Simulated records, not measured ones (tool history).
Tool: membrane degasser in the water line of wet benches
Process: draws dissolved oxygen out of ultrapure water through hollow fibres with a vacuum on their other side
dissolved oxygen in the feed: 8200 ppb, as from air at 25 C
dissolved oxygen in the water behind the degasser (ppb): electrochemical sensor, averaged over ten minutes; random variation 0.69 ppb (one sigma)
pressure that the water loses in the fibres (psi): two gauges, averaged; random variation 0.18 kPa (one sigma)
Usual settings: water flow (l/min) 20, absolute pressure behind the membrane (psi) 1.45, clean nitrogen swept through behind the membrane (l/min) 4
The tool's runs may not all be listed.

run	hour	water flow (l/min)	absolute pressure behind the membrane (psi)	clean nitrogen swept through behind the membrane (l/min)	dissolved oxygen in the water behind the degasser (ppb)	pressure that the water loses in the fibres (psi)
1	0	20	1.45	4	90	5.285
2	155.4	20	1.45	4	90.9	5.237
3	319.7	20	1.45	4	90.2	5.269
# hour 371.9: membrane cartridge changed
4	515.1	20	1.45	4	88.3	4.894
5	661.8	20	1.84	4	120.1	4.93
6	937.4	20	1.84	3.98	123	4.912
7	1290.2	20	1.84	3.98	123.3	4.954
# hour 1352.5: seals of the vacuum lines changed
8	1547.6	20	1.84	3.98	121.3	4.936
# hour 1613.7: vacuum gauge calibrated
9	1840.2	20	1.77	1.63	255.2	4.962
10	2034.9	21	1.99	4.62	119.8	5.217
11	2325.2	25	2.83	4	252.4	6.255
12	2680.3	18	0.94	5.9	27.6	4.489
13	2882.4	15	2.15	4	107.9	3.791

Forecast each of these 3 alternatives for the next run:
A	3102.1	13	1	7.71	?	?
B	3102.1	16	1.26	4.44	?	?
C	3102.1	20	1.26	10.63	?	?

run	dissolved oxygen in the water behind the degasser (ppb)	pressure that the water loses in the fibres (psi)
A	16.5	3.265
B	51.4	3.987
C	30.7	5.024
Without the tool's hidden state the same runs would have given:
run	dissolved oxygen in the water behind the degasser (ppb)	pressure that the water loses in the fibres (psi)
A	16	3.213
B	50.3	3.923
C	29.7	4.944
